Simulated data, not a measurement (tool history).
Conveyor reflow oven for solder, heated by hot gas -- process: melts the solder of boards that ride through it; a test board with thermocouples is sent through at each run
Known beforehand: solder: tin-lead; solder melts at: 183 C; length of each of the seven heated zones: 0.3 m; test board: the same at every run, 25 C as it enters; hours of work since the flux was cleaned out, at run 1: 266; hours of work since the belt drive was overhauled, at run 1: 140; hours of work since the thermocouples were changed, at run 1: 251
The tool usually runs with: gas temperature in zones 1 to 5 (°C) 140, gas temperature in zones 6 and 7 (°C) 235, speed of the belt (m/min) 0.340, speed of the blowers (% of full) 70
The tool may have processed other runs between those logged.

run,hour,gas temperature in zones 1 to 5 (°C),gas temperature in zones 6 and 7 (°C),speed of the belt (m/min),speed of the blowers (% of full),hours of work since the flux was cleaned out,hours of work since the belt drive was overhauled,hours of work since the thermocouples were changed,highest temperature of the board (°C),time above the solder's melting point (s)
1,0.0,140,235,0.340,70,266,140,251,221.5,85.6
2,7.3,140,235,0.390,70,269,144,255,217.1,70.2
3,11.8,140,235,0.390,70,272,146,257,217.3,70.1
4,20.0,140,235,0.340,70,276,150,261,221.3,85.4
5,27.3,140,235,0.340,57,279,154,265,218.2,81.5
6,32.7,140,235,0.340,57,282,156,268,218.2,81.7
7,37.5,140,235,0.340,57,284,159,270,218.0,81.2
8,43.9,140,238,0.340,82,287,162,273,226.1,90.5
9,53.5,140,235,0.340,51,292,166,278,216.1,78.7
10,59.5,133,240,0.284,70,295,169,281,229.7,107.8
11,69.8,140,229,0.340,72,300,174,286,216.0,80.6
12,75.1,135,241,0.346,60,303,177,288,222.6,82.2

Consider 4 possible next runs. They are alternatives, not a sequence: every one starts from the tool as it was left by run 12. What does each give?
A,85.6,140,245,0.340,70,308,182,294,?,?
B,85.6,126,235,0.336,70,308,182,294,?,?
C,85.6,137,225,0.340,69,308,182,294,?,?
D,85.6,135,238,0.318,62,308,182,294,?,?

run,highest temperature of the board (°C),time above the solder's melting point (s)
A,230.0,93.2
B,219.6,78.8
C,211.6,73.7
D,222.9,90.6
With no hidden state in the tool, these same runs would have given:
run,highest temperature of the board (°C),time above the solder's melting point (s)
A,231.8,94.1
B,221.5,80.8
C,213.2,75.9
D,224.5,92.0

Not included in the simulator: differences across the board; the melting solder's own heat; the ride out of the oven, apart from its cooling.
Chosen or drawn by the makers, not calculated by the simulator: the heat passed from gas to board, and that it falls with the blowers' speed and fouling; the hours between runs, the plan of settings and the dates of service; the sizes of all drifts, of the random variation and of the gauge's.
